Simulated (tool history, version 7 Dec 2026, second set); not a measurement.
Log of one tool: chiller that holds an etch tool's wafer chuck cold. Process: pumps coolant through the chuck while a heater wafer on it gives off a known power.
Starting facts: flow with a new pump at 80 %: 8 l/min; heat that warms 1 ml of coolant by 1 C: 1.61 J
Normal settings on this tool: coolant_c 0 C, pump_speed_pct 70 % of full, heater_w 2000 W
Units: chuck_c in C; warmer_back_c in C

{"run": 1, "hour": 0.0, "coolant_c": 0, "pump_speed_pct": 70, "heater_w": 2000, "chuck_c": 16.5, "warmer_back_c": 10.65}
{"run": 2, "hour": 42.8, "coolant_c": 0, "pump_speed_pct": 70, "heater_w": 2000, "chuck_c": 16.4, "warmer_back_c": 10.65}
{"run": 3, "hour": 84.4, "coolant_c": -9, "pump_speed_pct": 70, "heater_w": 2000, "chuck_c": 7.5, "warmer_back_c": 10.6}
{"run": 4, "hour": 116.5, "coolant_c": -9, "pump_speed_pct": 70, "heater_w": 2000, "chuck_c": 7.3, "warmer_back_c": 10.7}
{"run": 5, "hour": 162.0, "coolant_c": -9, "pump_speed_pct": 70, "heater_w": 2000, "chuck_c": 7.5, "warmer_back_c": 10.66}
{"run": 6, "hour": 185.6, "coolant_c": 0, "pump_speed_pct": 70, "heater_w": 2000, "chuck_c": 16.3, "warmer_back_c": 10.6}
{"run": 7, "hour": 224.7, "coolant_c": -8, "pump_speed_pct": 70, "heater_w": 2000, "chuck_c": 8.5, "warmer_back_c": 10.73}
{"run": 8, "hour": 257.4, "coolant_c": -8, "pump_speed_pct": 70, "heater_w": 2000, "chuck_c": 8.5, "warmer_back_c": 10.69}
{"run": 9, "hour": 289.4, "coolant_c": -8, "pump_speed_pct": 70, "heater_w": 2000, "chuck_c": 8.5, "warmer_back_c": 10.67}
{"run": 10, "hour": 327.4, "coolant_c": 0, "pump_speed_pct": 66, "heater_w": 2000, "chuck_c": 17.2, "warmer_back_c": 11.22}
{"run": 11, "hour": 374.9, "coolant_c": 0, "pump_speed_pct": 70, "heater_w": 2000, "chuck_c": 16.5, "warmer_back_c": 10.63}
{"run": 12, "hour": 416.3, "coolant_c": 0, "pump_speed_pct": 65, "heater_w": 2000, "chuck_c": 17.4, "warmer_back_c": 11.48}
{"run": 13, "hour": 459.3, "coolant_c": 0, "pump_speed_pct": 70, "heater_w": 2000, "chuck_c": 16.3, "warmer_back_c": 10.6}
{"run": 14, "hour": 489.4, "coolant_c": 0, "pump_speed_pct": 70, "heater_w": 2000, "chuck_c": 16.6, "warmer_back_c": 10.63}
{"run": 15, "hour": 514.1, "coolant_c": 0, "pump_speed_pct": 70, "heater_w": 2000, "chuck_c": 16.4, "warmer_back_c": 10.63}
{"run": 16, "hour": 558.1, "coolant_c": 0, "pump_speed_pct": 70, "heater_w": 2000, "chuck_c": 16.3, "warmer_back_c": 10.65}
{"run": 17, "hour": 585.8, "coolant_c": 10, "pump_speed_pct": 87, "heater_w": 1783, "chuck_c": 22, "warmer_back_c": 7.72}
{"run": 18, "hour": 613.4, "coolant_c": -4, "pump_speed_pct": 89, "heater_w": 1836, "chuck_c": 8.1, "warmer_back_c": 7.73}
{"run": 19, "hour": 660.1, "coolant_c": -4, "pump_speed_pct": 89, "heater_w": 1862, "chuck_c": 8.4, "warmer_back_c": 7.85}
{"run": 20, "hour": 683.1, "coolant_c": 7, "pump_speed_pct": 94, "heater_w": 2254, "chuck_c": 21.4, "warmer_back_c": 8.93}
{"run": 21, "hour": 731.2, "coolant_c": 1, "pump_speed_pct": 77, "heater_w": 2000, "chuck_c": 16.3, "warmer_back_c": 9.69}
{"run": 22, "hour": 762.7, "coolant_c": -5, "pump_speed_pct": 70, "heater_w": 2000, "chuck_c": 11.5, "warmer_back_c": 10.69}
{"run": 23, "hour": 795.2, "coolant_c": -5, "pump_speed_pct": 70, "heater_w": 2000, "chuck_c": 11.4, "warmer_back_c": 10.69}
{"run": 24, "hour": 818.1, "coolant_c": 10, "pump_speed_pct": 92, "heater_w": 1643, "chuck_c": 20.6, "warmer_back_c": 6.71}
{"hour": 847.9, "done": "chiller's thermometer calibrated"}
{"run": 25, "hour": 858.6, "coolant_c": 10, "pump_speed_pct": 92, "heater_w": 1643, "chuck_c": 20.7, "warmer_back_c": 6.68}
{"run": 26, "hour": 899.0, "coolant_c": 0, "pump_speed_pct": 87, "heater_w": 2000, "chuck_c": 13.5, "warmer_back_c": 8.54}
{"run": 27, "hour": 926.8, "coolant_c": 0, "pump_speed_pct": 87, "heater_w": 2000, "chuck_c": 13.7, "warmer_back_c": 8.59}
{"run": 28, "hour": 962.8, "coolant_c": 0, "pump_speed_pct": 89, "heater_w": 1080, "chuck_c": 7.4, "warmer_back_c": 4.56}
{"run": 29, "hour": 1011.9, "coolant_c": 7, "pump_speed_pct": 70, "heater_w": 2000, "chuck_c": 23.5, "warmer_back_c": 10.75}
{"run": 30, "hour": 1054.7, "coolant_c": -5, "pump_speed_pct": 70, "heater_w": 1128, "chuck_c": 4.2, "warmer_back_c": 6.03}
{"run": 31, "hour": 1085.2, "coolant_c": 0, "pump_speed_pct": 70, "heater_w": 2181, "chuck_c": 18.1, "warmer_back_c": 11.66}
{"run": 32, "hour": 1123.0, "coolant_c": 7, "pump_speed_pct": 82, "heater_w": 2000, "chuck_c": 21.5, "warmer_back_c": 9.16}

Forecast each of these 3 alternatives for the next run:
{"run": "A", "hour": 1164.8, "coolant_c": 7, "pump_speed_pct": 82, "heater_w": 2000, "chuck_c": "?", "warmer_back_c": "?"}
{"run": "B", "hour": 1164.8, "coolant_c": 0, "pump_speed_pct": 70, "heater_w": 2119, "chuck_c": "?", "warmer_back_c": "?"}
{"run": "C", "hour": 1164.8, "coolant_c": 7, "pump_speed_pct": 83, "heater_w": 2000, "chuck_c": "?", "warmer_back_c": "?"}

run=A chuck_c=21.4 warmer_back_c=9.08
run=B chuck_c=17.6 warmer_back_c=11.2
run=C chuck_c=21.2 warmer_back_c=9.06
Without the tool's hidden state the same runs would have given:
run=A chuck_c=21.4 warmer_back_c=9.07
run=B chuck_c=17.6 warmer_back_c=11.2
run=C chuck_c=21.2 warmer_back_c=9.06
